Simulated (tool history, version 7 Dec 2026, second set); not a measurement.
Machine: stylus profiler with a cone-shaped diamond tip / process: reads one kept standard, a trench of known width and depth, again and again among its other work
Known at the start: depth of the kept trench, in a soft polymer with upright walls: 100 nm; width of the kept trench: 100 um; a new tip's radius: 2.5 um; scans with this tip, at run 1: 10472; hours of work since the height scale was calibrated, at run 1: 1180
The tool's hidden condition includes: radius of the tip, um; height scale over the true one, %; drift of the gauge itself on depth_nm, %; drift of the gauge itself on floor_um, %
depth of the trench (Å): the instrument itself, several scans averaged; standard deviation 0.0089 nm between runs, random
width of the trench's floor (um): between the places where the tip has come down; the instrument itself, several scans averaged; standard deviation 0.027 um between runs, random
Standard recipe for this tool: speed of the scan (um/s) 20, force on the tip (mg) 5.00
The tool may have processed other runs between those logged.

run   hour  speed of the scan (um/s)  force on the tip (mg)  scans with this tip  hours of work since the height scale was calibrated  depth of the trench (Å)  width of the trench's floor (um)
  1    0.0                        20                   5.00                10472                                                 1180                  1022.32                             98.22
  2   69.7                        20                   5.00                10813                                                 1219                  1022.50                             98.25
  3  124.4                        20                   2.12                11080                                                 1249                  1013.46                             98.15
     139.6  -- height scale calibrated on a step standard
  4  161.2                        20                   2.12                11258                                                   12                  1014.44                             98.19
  5  216.3                        20                   2.12                11528                                                   42                  1014.48                             98.18
  6  279.2                        20                   2.12                11836                                                   77                  1014.55                             98.19
  7  335.2                        20                   5.00                12110                                                  108                  1023.68                             98.25
  8  375.0                        20                   5.00                12305                                                  130                  1023.73                             98.24
  9  442.0                        20                   5.00                12633                                                  167                  1023.68                             98.20
 10  485.3                        20                   5.00                12845                                                  191                  1023.76                             98.21
 11  524.8                        20                   5.00                13038                                                  213                  1023.95                             98.17
     559.4  -- height scale calibrated on a step standard, once more
 12  559.4                        11                   2.12                13205                                                    0                  1011.94                             98.18

What will run 13 give?
 13  630.0                        11                  11.72                13551                                                   39                        ?                                 ?

{"run 13": {"depth of the trench (Å)": 1037.14, "width of the trench's floor (um)": 98.22}}
Minus the tool's unlogged condition, the same run would have read depth of the trench (Å) 1036.72, width of the trench's floor (um) 98.60.

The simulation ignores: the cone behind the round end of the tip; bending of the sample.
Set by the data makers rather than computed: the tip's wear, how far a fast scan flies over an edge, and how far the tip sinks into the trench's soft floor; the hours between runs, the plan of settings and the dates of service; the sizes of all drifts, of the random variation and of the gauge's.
